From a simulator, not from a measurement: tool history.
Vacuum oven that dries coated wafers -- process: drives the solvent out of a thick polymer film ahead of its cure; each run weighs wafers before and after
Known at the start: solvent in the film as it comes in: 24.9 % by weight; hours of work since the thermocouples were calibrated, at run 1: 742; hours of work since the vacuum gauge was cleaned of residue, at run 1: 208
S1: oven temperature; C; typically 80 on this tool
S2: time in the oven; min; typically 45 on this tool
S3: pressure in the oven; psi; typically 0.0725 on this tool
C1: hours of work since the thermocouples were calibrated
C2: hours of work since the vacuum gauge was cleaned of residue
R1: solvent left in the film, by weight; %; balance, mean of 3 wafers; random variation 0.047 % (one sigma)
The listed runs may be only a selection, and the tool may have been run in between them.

Run 1, hour 0: usual settings; C1 742; C2 208. Result: R1 1.12 %.
Run 2, hour 21.7: usual settings but S2 30 min; C1 754; C2 220. Result: R1 2.77 %.
Run 3, hour 39.7: usual settings but S2 39 min; C1 764; C2 230. Result: R1 1.57 %.
Run 4, hour 55.5: usual settings but S2 39 min; C1 773; C2 239. Result: R1 1.57 %.
Run 5, hour 80.6: usual settings but S1 68 C; C1 787; C2 253. Result: R1 5.33 %.
Run 6, hour 92.4: usual settings but S1 68 C; C1 794; C2 260. Result: R1 5.34 %.
Run 7, hour 104.4: usual settings but S1 68 C; C1 800; C2 266. Result: R1 5.15 %.
Run 8, hour 122.8: usual settings but S1 68 C; C1 811; C2 277. Result: R1 5.12 %.
Run 9, hour 148.2: usual settings; C1 825; C2 291. Result: R1 1.09 %.
Run 10, hour 172.9: usual settings but S2 63 min; C1 839; C2 305. Result: R1 0.39 %.
Run 11, hour 186.4: usual settings but S2 63 min; C1 846; C2 312. Result: R1 0.36 %.
Run 12, hour 203.1: usual settings but S2 40 min; C1 856; C2 322. Result: R1 1.45 %.
Run 13, hour 226.8: usual settings; C1 869; C2 335. Result: R1 1.07 %.
Run 14, hour 255.3: usual settings but S1 69 C; C1 885; C2 351. Result: R1 4.62 %.
Run 15, hour 280.2: usual settings but S2 33 min; C1 899; C2 365. Result: R1 2.19 %.
Run 16, hour 297.3: usual settings but S2 33 min; C1 909; C2 375. Result: R1 2.24 %.
Run 17, hour 324.4: usual settings but S2 57 min; C1 924; C2 390. Result: R1 0.56 %.
At hour 328.4: vacuum gauge cleaned of residue and calibrated.
Run 18, hour 339.5: usual settings but S2 57 min; C1 932; C2 6. Result: R1 0.51 %.
Run 19, hour 360.6: usual settings but S2 57 min; C1 944; C2 18. Result: R1 0.51 %.
Run 20, hour 382.5: usual settings but S2 57 min; C1 956; C2 30. Result: R1 0.57 %.
Run 21, hour 401: usual settings but S2 57 min; C1 966; C2 41. Result: R1 0.59 %.
At hour 411.4: vacuum gauge cleaned of residue and calibrated, once more.
Run 22, hour 420.4: usual settings but S2 57 min; C1 976; C2 5. Result: R1 0.49 %.
Run 23, hour 446.4: usual settings but S2 57 min; C1 991; C2 20. Result: R1 0.52 %.
Run 24, hour 459.7: usual settings but S1 65 C, S2 31 min, S3 0.1391 psi; C1 999; C2 27. Result: R1 9.31 %.
Run 25, hour 482.3: usual settings but S1 65 C, S2 31 min, S3 0.1391 psi; C1 1011; C2 40. Result: R1 9.5 %.
Run 26, hour 494.2: usual settings but S1 82 C, S2 56 min, S3 0.0969 psi; C1 1018; C2 47. Result: R1 0.37 %.
Run 27, hour 513.8: usual settings but S2 23 min; C1 1029; C2 58. Result: R1 4.19 %.
At hour 523.3: oven's thermocouples calibrated.
Run 28, hour 538.6: usual settings but S2 23 min; C1 9; C2 70. Result: R1 5.14 %.
Run 29, hour 550.2: usual settings but S1 71 C, S2 38 min, S3 0.2293 psi; C1 15; C2 77. Result: R1 6.29 %.
Run 30, hour 575.4: usual settings but S1 71 C, S2 38 min, S3 0.2293 psi; C1 29; C2 91. Result: R1 6.25 %.
Run 31, hour 592.3: usual settings but S1 72 C, S2 70 min, S3 0.0892 psi; C1 39; C2 101. Result: R1 1.88 %.
Run 32, hour 606.6: usual settings but S1 83 C, S3 0.1684 psi; C1 47; C2 109. Result: R1 1.08 %.
Run 33, hour 630.2: usual settings but S1 83 C, S3 0.1684 psi; C1 60; C2 122. Result: R1 1.04 %.
Run 34, hour 658.3: usual settings but S1 83 C, S3 0.1684 psi; C1 76; C2 138. Result: R1 1.23 %.
Run 35, hour 678.7: usual settings but S1 83 C, S3 0.1684 psi; C1 87; C2 149. Result: R1 1.08 %.
Run 36, hour 706.6: usual settings but S1 69 C, S3 0.1639 psi; C1 103; C2 165. Result: R1 5.81 %.
Run 37, hour 720.4: usual settings but S1 70 C, S2 31 min, S3 0.1855 psi; C1 111; C2 173. Result: R1 7.99 %.
Run 38, hour 746.3: usual settings but S2 22 min, S3 0.0454 psi; C1 125; C2 187. Result: R1 5.36 %.
Run 39, hour 761.2: usual settings but S2 22 min, S3 0.0454 psi; C1 134; C2 196. Result: R1 5.38 %.
Run 40, hour 782.1: usual settings but S1 86 C, S2 80 min, S3 0.0454 psi; C1 146; C2 208. Result: R1 0.12 %.
Run 41, hour 796.6: usual settings but S1 79 C, S2 29 min, S3 0.0999 psi; C1 154; C2 216. Result: R1 4.09 %.
Run 42, hour 811.4: usual settings but S1 77 C; C1 162; C2 224. Result: R1 2.22 %.
Run 43, hour 838.5: usual settings but S1 77 C, S2 31 min, S3 0.2267 psi; C1 177; C2 239. Result: R1 4.64 %.
Run 44, hour 850.3: usual settings but S1 77 C, S2 31 min, S3 0.2267 psi; C1 184; C2 246. Result: R1 4.7 %.
Run 45, hour 867.2: usual settings but S1 79 C, S2 31 min, S3 0.0512 psi; C1 194; C2 255. Result: R1 3.54 %.
Run 46, hour 890.6: usual settings but S1 79 C, S2 31 min, S3 0.0512 psi; C1 207; C2 269. Result: R1 3.5 %.

4 options for the next run, each taken on its own from the tool as it stands now. Forecast them:
Run A, hour 911.7: usual settings but S1 86 C; C1 219; C2 280. Result: R1 ?.
Run B, hour 911.7: usual settings but S3 0.217 psi; C1 219; C2 280. Result: R1 ?.
Run C, hour 911.7: usual settings but S1 70 C, S3 0.1529 psi; C1 219; C2 280. Result: R1 ?.
Run D, hour 911.7: usual settings but S1 89 C, S3 0.0512 psi; C1 219; C2 280. Result: R1 ?.

run    R1
  A  0.47
  B  1.74
  C  5.18
  D  0.17
Without the tool's unlogged condition, the same runs would have read:
run    R1
  A  0.48
  B  1.77
  C  5.25
  D  0.17
